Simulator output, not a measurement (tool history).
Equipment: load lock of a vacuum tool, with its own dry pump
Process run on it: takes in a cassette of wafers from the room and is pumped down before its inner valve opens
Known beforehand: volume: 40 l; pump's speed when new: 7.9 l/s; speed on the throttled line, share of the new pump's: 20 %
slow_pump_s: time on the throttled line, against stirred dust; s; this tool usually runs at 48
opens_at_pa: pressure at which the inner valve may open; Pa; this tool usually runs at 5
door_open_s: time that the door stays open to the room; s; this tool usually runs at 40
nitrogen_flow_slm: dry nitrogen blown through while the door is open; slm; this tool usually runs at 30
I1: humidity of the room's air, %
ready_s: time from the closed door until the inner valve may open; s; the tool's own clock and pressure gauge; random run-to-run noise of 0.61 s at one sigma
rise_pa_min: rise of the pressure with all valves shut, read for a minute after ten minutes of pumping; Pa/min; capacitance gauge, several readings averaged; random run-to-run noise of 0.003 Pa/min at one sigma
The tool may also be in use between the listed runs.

run 1 day=0 | slow_pump_s=48 opens_at_pa=5 door_open_s=40 nitrogen_flow_slm=30 | I1=44.1 | ready_s=89.8 rise_pa_min=0.026
run 2 day=9.45 | slow_pump_s=48 opens_at_pa=5 door_open_s=40 nitrogen_flow_slm=30 | I1=46.5 | ready_s=91.5 rise_pa_min=0.026
run 3 day=15.762 | slow_pump_s=48 opens_at_pa=5 door_open_s=40 nitrogen_flow_slm=30 | I1=46.1 | ready_s=90.5 rise_pa_min=0.031
run 4 day=24.208 | slow_pump_s=48 opens_at_pa=5 door_open_s=40 nitrogen_flow_slm=30 | I1=43.6 | ready_s=89.6 rise_pa_min=0.032
run 5 day=33.629 | slow_pump_s=48 opens_at_pa=5 door_open_s=40 nitrogen_flow_slm=30 | I1=41.9 | ready_s=89.5 rise_pa_min=0.033
run 6 day=43.479 | slow_pump_s=48 opens_at_pa=5 door_open_s=40 nitrogen_flow_slm=30 | I1=46.9 | ready_s=91.3 rise_pa_min=0.036
run 7 day=54.917 | slow_pump_s=48 opens_at_pa=5 door_open_s=40 nitrogen_flow_slm=30 | I1=42.9 | ready_s=90.6 rise_pa_min=0.037
run 8 day=63.283 | slow_pump_s=48 opens_at_pa=5 door_open_s=40 nitrogen_flow_slm=30 | I1=43.3 | ready_s=92.3 rise_pa_min=0.037
run 9 day=71.088 | slow_pump_s=48 opens_at_pa=5 door_open_s=40 nitrogen_flow_slm=30 | I1=43.4 | ready_s=91.6 rise_pa_min=0.046
run 10 day=76.275 | slow_pump_s=48 opens_at_pa=5 door_open_s=40 nitrogen_flow_slm=30 | I1=47.8 | ready_s=90.3 rise_pa_min=0.043
run 11 day=81.025 | slow_pump_s=48 opens_at_pa=5 door_open_s=40 nitrogen_flow_slm=30 | I1=45.7 | ready_s=91.9 rise_pa_min=0.045
run 12 day=86.65 | slow_pump_s=48 opens_at_pa=5 door_open_s=40 nitrogen_flow_slm=30 | I1=45.2 | ready_s=92.3 rise_pa_min=0.049
run 13 day=96.8 | slow_pump_s=48 opens_at_pa=5 door_open_s=40 nitrogen_flow_slm=30 | I1=41 | ready_s=91.2 rise_pa_min=0.056
run 14 day=105.733 | slow_pump_s=48 opens_at_pa=6 door_open_s=105 nitrogen_flow_slm=30 | I1=44.1 | ready_s=89.8 rise_pa_min=0.067
run 15 day=110.858 | slow_pump_s=88 opens_at_pa=8 door_open_s=40 nitrogen_flow_slm=28 | I1=45.7 | ready_s=119 rise_pa_min=0.061
run 16 day=121.25 | slow_pump_s=88 opens_at_pa=10 door_open_s=40 nitrogen_flow_slm=24 | I1=40.7 | ready_s=119.2 rise_pa_min=0.066
run 17 day=130.1 | slow_pump_s=33 opens_at_pa=4 door_open_s=27 nitrogen_flow_slm=16 | I1=45.7 | ready_s=82.8 rise_pa_min=0.068
run 18 day=141.183 | slow_pump_s=33 opens_at_pa=4 door_open_s=27 nitrogen_flow_slm=16 | I1=44 | ready_s=82.5 rise_pa_min=0.075
run 19 day=148.338 | slow_pump_s=33 opens_at_pa=8 door_open_s=100 nitrogen_flow_slm=16 | I1=49.1 | ready_s=78.7 rise_pa_min=0.099
run 20 day=159.325 | slow_pump_s=33 opens_at_pa=5 door_open_s=32 nitrogen_flow_slm=17 | I1=47.1 | ready_s=81.1 rise_pa_min=0.087
run 21 day=166.796 | slow_pump_s=33 opens_at_pa=6 door_open_s=28 nitrogen_flow_slm=8 | I1=46.7 | ready_s=80.3 rise_pa_min=0.091
run 22 day=175.688 | slow_pump_s=35 opens_at_pa=9 door_open_s=37 nitrogen_flow_slm=15 | I1=47.5 | ready_s=80.4 rise_pa_min=0.095
run 23 day=182.854 | slow_pump_s=35 opens_at_pa=6 door_open_s=171 nitrogen_flow_slm=13 | I1=42.3 | ready_s=81.8 rise_pa_min=0.138
run 24 day=193.125 | slow_pump_s=35 opens_at_pa=6 door_open_s=171 nitrogen_flow_slm=13 | I1=48.7 | ready_s=83.4 rise_pa_min=0.154
run 25 day=201.375 | slow_pump_s=35 opens_at_pa=6 door_open_s=97 nitrogen_flow_slm=13 | I1=44.1 | ready_s=82.7 rise_pa_min=0.14

Below are 3 alternative next runs, each starting from the tool's condition after run 25. Predict each:
run A day=207.658 | slow_pump_s=35 opens_at_pa=9 door_open_s=102 nitrogen_flow_slm=16 | I1=48.2 | ready_s=? rise_pa_min=?
run B day=207.658 | slow_pump_s=48 opens_at_pa=5 door_open_s=40 nitrogen_flow_slm=7 | I1=40.6 | ready_s=? rise_pa_min=?
run C day=207.658 | slow_pump_s=32 opens_at_pa=5 door_open_s=40 nitrogen_flow_slm=30 | I1=42.3 | ready_s=? rise_pa_min=?

run=A ready_s=81.4 rise_pa_min=0.14
run=B ready_s=95.2 rise_pa_min=0.121
run=C ready_s=81 rise_pa_min=0.115
Had the tool no hidden state, the same runs would have come out as:
run=A ready_s=76.5 rise_pa_min=0.043
run=B ready_s=90.2 rise_pa_min=0.026
run=C ready_s=75.7 rise_pa_min=0.017
